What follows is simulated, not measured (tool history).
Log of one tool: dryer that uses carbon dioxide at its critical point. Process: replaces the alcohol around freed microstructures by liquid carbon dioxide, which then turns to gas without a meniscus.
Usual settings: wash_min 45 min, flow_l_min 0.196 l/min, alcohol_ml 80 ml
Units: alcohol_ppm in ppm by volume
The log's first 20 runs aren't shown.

run   hour  wash_min  flow_l_min  alcohol_ml  alcohol_ppm
 21  391.4        36       0.247          39          108
 22  404.6        34       0.198          39          344
     417.3  -- inlet filter changed
 23  418.3        45       0.196          31           60
 24  438.4        54       0.196          52           59
 25  457.6        68       0.185         101           54
 26  478.0        68       0.185         101           51
 27  493.0        69       0.281          29           52
 28  518.0        27       0.225          72          538
 29  544.4        27       0.225          72          576
 30  564.5        27       0.225          62          517
 31  588.3        66       0.162          40           59
 32  611.9        41       0.162          40          280
 33  629.5        58       0.119          75          459

3 ways to go on from here, each from the tool as it stands after run 33. What would each give?
  A  651.2        68       0.316          80            ?
  B  651.2        53       0.254          31            ?
  C  651.2        41       0.317          52            ?

run  alcohol_ppm
  A           63
  B           53
  C           63
Without the tool's hidden state the same runs would have given:
run  alcohol_ppm
  A            5
  B            0
  C            6
